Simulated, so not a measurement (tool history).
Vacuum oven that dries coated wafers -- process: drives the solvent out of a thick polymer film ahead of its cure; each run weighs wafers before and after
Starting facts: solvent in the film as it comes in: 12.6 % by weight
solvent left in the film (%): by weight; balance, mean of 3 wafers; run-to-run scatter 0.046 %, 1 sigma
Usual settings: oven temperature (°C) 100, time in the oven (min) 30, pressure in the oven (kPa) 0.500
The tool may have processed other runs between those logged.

| run | hour | oven temperature (°C) | time in the oven (min) | pressure in the oven (kPa) | solvent left in the film (%) |
|---|---|---|---|---|---|
| 1 | 0.0 | 100 | 30 | 0.500 | 0.66 |
| 2 | 55.4 | 100 | 30 | 0.500 | 0.81 |
| 3 | 109.8 | 100 | 30 | 0.500 | 0.71 |
| 4 | 142.3 | 100 | 30 | 1.726 | 1.43 |
| 5 | 202.7 | 100 | 30 | 1.726 | 1.35 |
| 6 | 248.0 | 112 | 30 | 0.500 | 0.15 |
| 7 | 304.5 | 100 | 20 | 0.500 | 1.43 |
| 8 | 348.1 | 100 | 52 | 0.500 | 0.34 |
| 9 | 409.8 | 100 | 37 | 0.500 | 0.48 |
| 10 | 478.1 | 100 | 30 | 0.500 | 0.70 |
| 11 | 514.4 | 100 | 30 | 0.500 | 0.70 |
| 12 | 549.3 | 100 | 30 | 0.500 | 0.65 |
| 13 | 582.5 | 100 | 30 | 0.500 | 0.76 |
| 14 | 655.9 | 100 | 30 | 0.500 | 0.68 |
| 15 | 693.1 | 100 | 30 | 0.500 | 0.68 |
| 16 | 742.8 | 100 | 30 | 0.500 | 0.69 |
| 17 | 820.7 | 100 | 30 | 0.500 | 0.69 |
| 18 | 854.3 | 100 | 30 | 0.500 | 0.66 |
| 19 | 927.9 | 97 | 30 | 0.365 | 0.90 |
| 20 | 1004.0 | 103 | 30 | 0.959 | 0.83 |
| 21 | 1065.5 | 88 | 51 | 0.959 | 1.52 |
| 22 | 1097.8 | 106 | 16 | 0.491 | 1.01 |
| 23 | 1153.3 | 100 | 38 | 0.787 | 0.63 |
| 24 | 1196.5 | 100 | 38 | 0.787 | 0.65 |
| 25 | 1260.2 | 99 | 27 | 0.366 | 0.86 |
| 26 | 1334.3 | 93 | 30 | 0.692 | 1.62 |
| 27 | 1411.1 | 94 | 51 | 0.312 | 0.39 |
| 28 | 1472.5 | 94 | 51 | 0.312 | 0.43 |
| 29 | 1525.1 | 107 | 31 | 0.269 | 0.21 |
| 30 | 1575.0 | 91 | 16 | 0.305 | 3.82 |
| 31 | 1625.4 | 113 | 44 | 0.987 | 0.39 |
| 32 | 1680.5 | 113 | 44 | 0.987 | 0.33 |
| 33 | 1754.7 | 110 | 46 | 0.542 | 0.14 |
| 34 | 1790.5 | 99 | 49 | 0.425 | 0.37 |
| 35 | 1852.9 | 98 | 26 | 0.400 | 1.09 |

Removed from this log: 1 entry logged between the listed runs. Between which two listed runs does each belong, and how does the tool's hidden state at the listed run before it compare with that at the listed run after it?
In the gap between runs 16 and 17: oven's thermocouples calibrated (hour 800.7)
  true wafer temperature over the reading, C: 0.05 -> 0
